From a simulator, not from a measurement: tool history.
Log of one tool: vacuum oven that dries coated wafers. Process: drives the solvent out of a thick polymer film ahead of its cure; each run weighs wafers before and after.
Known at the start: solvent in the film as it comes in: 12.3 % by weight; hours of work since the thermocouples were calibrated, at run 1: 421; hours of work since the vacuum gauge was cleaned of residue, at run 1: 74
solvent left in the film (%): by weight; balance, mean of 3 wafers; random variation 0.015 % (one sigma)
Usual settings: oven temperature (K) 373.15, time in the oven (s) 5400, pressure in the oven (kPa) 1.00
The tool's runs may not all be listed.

| run | hour | oven temperature (K) | time in the oven (s) | pressure in the oven (kPa) | hours of work since the thermocouples were calibrated | hours of work since the vacuum gauge was cleaned of residue | solvent left in the film (%) |
|---|---|---|---|---|---|---|---|
| 1 | 0.0 | 373.15 | 5400 | 1.00 | 421 | 74 | 1.87 |
| 2 | 10.9 | 372.15 | 5400 | 1.00 | 426 | 79 | 2.02 |
| 3 | 28.4 | 373.15 | 5400 | 1.00 | 434 | 87 | 1.88 |
| 4 | 49.8 | 373.15 | 5400 | 3.85 | 443 | 96 | 5.29 |
| 5 | 65.0 | 373.15 | 5400 | 1.00 | 450 | 103 | 1.87 |
| 6 | 81.2 | 373.15 | 5400 | 1.00 | 457 | 110 | 1.85 |
| 7 | 99.1 | 373.15 | 7500 | 1.00 | 465 | 118 | 1.48 |
| 8 | 115.2 | 373.15 | 7500 | 1.00 | 472 | 125 | 1.50 |
| 9 | 130.6 | 373.15 | 5400 | 1.00 | 479 | 132 | 1.86 |
| 10 | 144.9 | 373.15 | 5400 | 1.00 | 485 | 138 | 1.87 |
| 11 | 162.4 | 380.15 | 5400 | 1.00 | 493 | 146 | 1.14 |
| 12 | 178.1 | 380.15 | 5400 | 1.00 | 500 | 153 | 1.12 |
|  | 181.7 | oven's thermocouples calibrated |
| 13 | 203.4 | 358.15 | 5400 | 1.00 | 10 | 163 | 5.52 |
|  | 217.6 | oven's thermocouples calibrated, once more |
| 14 | 222.8 | 363.15 | 3240 | 0.64 | 2 | 171 | 5.23 |
| 15 | 236.2 | 372.15 | 3600 | 0.64 | 8 | 177 | 2.61 |
| 16 | 246.5 | 372.15 | 3600 | 0.64 | 13 | 181 | 2.59 |
| 17 | 258.2 | 373.15 | 5400 | 2.83 | 18 | 186 | 4.15 |
| 18 | 267.8 | 371.15 | 9240 | 1.00 | 22 | 191 | 1.56 |
| 19 | 290.7 | 373.15 | 3060 | 0.65 | 32 | 201 | 2.87 |
| 20 | 312.7 | 370.15 | 6060 | 0.65 | 42 | 211 | 1.74 |
| 21 | 328.2 | 367.15 | 6060 | 0.65 | 49 | 217 | 2.31 |
| 22 | 344.9 | 374.15 | 4740 | 1.25 | 56 | 225 | 2.28 |
| 23 | 363.1 | 373.15 | 4500 | 1.89 | 64 | 233 | 3.31 |

Forecast each of these 5 alternatives for the next run:
| A | 377.7 | 373.15 | 4500 | 1.35 | 71 | 239 | ? |
| B | 377.7 | 373.15 | 4920 | 1.00 | 71 | 239 | ? |
| C | 377.7 | 373.15 | 5400 | 2.02 | 71 | 239 | ? |
| D | 377.7 | 373.15 | 4500 | 1.99 | 71 | 239 | ? |
| E | 377.7 | 374.15 | 8220 | 3.76 | 71 | 239 | ? |

| run | solvent left in the film (%) |
|---|---|
| A | 2.70 |
| B | 2.09 |
| C | 3.18 |
| D | 3.42 |
| E | 4.80 |
Without the tool's hidden state the same runs would have given:
| run | solvent left in the film (%) |
|---|---|
| A | 2.55 |
| B | 1.96 |
| C | 3.04 |
| D | 3.27 |
| E | 4.66 |
